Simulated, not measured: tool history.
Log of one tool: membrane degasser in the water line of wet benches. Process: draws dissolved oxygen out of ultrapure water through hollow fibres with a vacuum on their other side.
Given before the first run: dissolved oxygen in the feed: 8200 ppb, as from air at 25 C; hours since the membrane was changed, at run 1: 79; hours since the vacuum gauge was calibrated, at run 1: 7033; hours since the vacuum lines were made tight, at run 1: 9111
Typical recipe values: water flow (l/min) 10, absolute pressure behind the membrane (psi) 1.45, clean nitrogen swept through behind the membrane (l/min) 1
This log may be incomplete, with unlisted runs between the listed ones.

run,day,water flow (l/min),absolute pressure behind the membrane (psi),clean nitrogen swept through behind the membrane (l/min),hours since the membrane was changed,hours since the vacuum gauge was calibrated,hours since the vacuum lines were made tight,dissolved oxygen in the water behind the degasser (ppb),pressure that the water loses in the fibres (psi)
1,0,10,1.45,1,79,7033,9111,222.4,8.479
2,1.888,10,1.45,1,125,7078,9157,221.5,8.533
3,3.829,10,1.45,1,171,7124,9203,223.5,8.485
4,5.117,10,1.45,1,202,7155,9234,221.1,8.469
5,7.312,10,1.45,1,255,7208,9287,219.2,8.467
6,8.888,10,1.45,1,293,7246,9325,221.3,8.508
7,10.479,10,1.45,1,331,7284,9363,222.2,8.554
8,11.817,10,1.45,1,363,7316,9395,220.1,8.556
9,12.825,10,1.28,1,387,7340,9419,190.7,8.505
10,14.175,10,1.45,1,420,7373,9452,222,8.608
11,15.833,10,1.45,1,459,7413,9491,221.3,8.531
12,17.262,10,1.45,1,494,7447,9526,221.4,8.506
13,18.183,10,1.45,1,516,7469,9548,220.6,8.47
14,19.575,10,1.45,1,549,7502,9581,220.7,8.486
15,21.142,10,1.45,1,587,7540,9619,223.9,8.476
16,23.229,10,1.45,1,637,7590,9669,225.9,8.493
17,25.304,10,1.45,1.35,687,7640,9719,180.4,8.477
18,26.817,10,1.45,1.35,723,7676,9755,179.6,8.515
19,28.8,9,1.45,0.59,771,7724,9803,288.1,7.693
20,30.517,8,1.19,1,812,7765,9844,133.4,6.767
21,31.633,8,1.19,1,839,7792,9871,133.4,6.862
22,33.792,16,1.19,0.48,891,7844,9922,521.6,13.705
23,34.779,12,1.97,0.4,914,7867,9946,728.7,10.235
24,36.362,9,1.03,0.4,952,7905,9984,248.7,7.745
25,38.467,10,2.86,1,1003,7956,10035,443.8,8.472
26,40.229,10,2.86,2.59,1045,7998,10077,210.5,8.527
27,41.25,11,1.81,2.78,1069,8023,10101,163.9,9.404
28,43.175,10,2.06,0.58,1116,8069,10148,476.4,8.53
29,44.704,10,2.06,0.58,1152,8105,10184,486.1,8.467
30,45.946,13,2.05,0.96,1182,8135,10214,443.7,11.098
31,47.7,13,2.05,0.96,1224,8177,10256,447.9,11.09
32,49.358,13,2.05,0.96,1264,8217,10296,454.3,11.062

Below, some changes in dissolved oxygen in the water behind the degasser (ppb) between adjacent runs. For each, the amount present without the hidden state too (settings, incoming material, random variation) and the amount remaining for the hidden state with gauge scatter not shared by both compared results:
The hidden state here: membrane still open, %; true pressure behind the membrane over the reading, kPa; air that leaks in behind the membrane, l/min; drift of the gauge itself on oxygen_ppb, %; drift of the gauge itself on loss_of_pressure_kpa, %.
Run 21 -> 22: water flow (l/min) 8 -> 16, clean nitrogen swept through behind the membrane (l/min) 1 -> 0.48. dissolved oxygen in the water behind the degasser (ppb) +388.2: hidden state +16.3, all else +371.9.
Run 23 -> 24: water flow (l/min) 12 -> 9, absolute pressure behind the membrane (psi) 1.97 -> 1.03. dissolved oxygen in the water behind the degasser (ppb) -480: hidden state -6.2, all else -473.8.
Run 25 -> 26: clean nitrogen swept through behind the membrane (l/min) 1 -> 2.59. dissolved oxygen in the water behind the degasser (ppb) -233.3: hidden state -10.6, all else -222.7.
Run 27 -> 28: water flow (l/min) 11 -> 10, absolute pressure behind the membrane (psi) 1.81 -> 2.06, clean nitrogen swept through behind the membrane (l/min) 2.78 -> 0.58. dissolved oxygen in the water behind the degasser (ppb) +312.5: hidden state +16.1, all else +296.4.
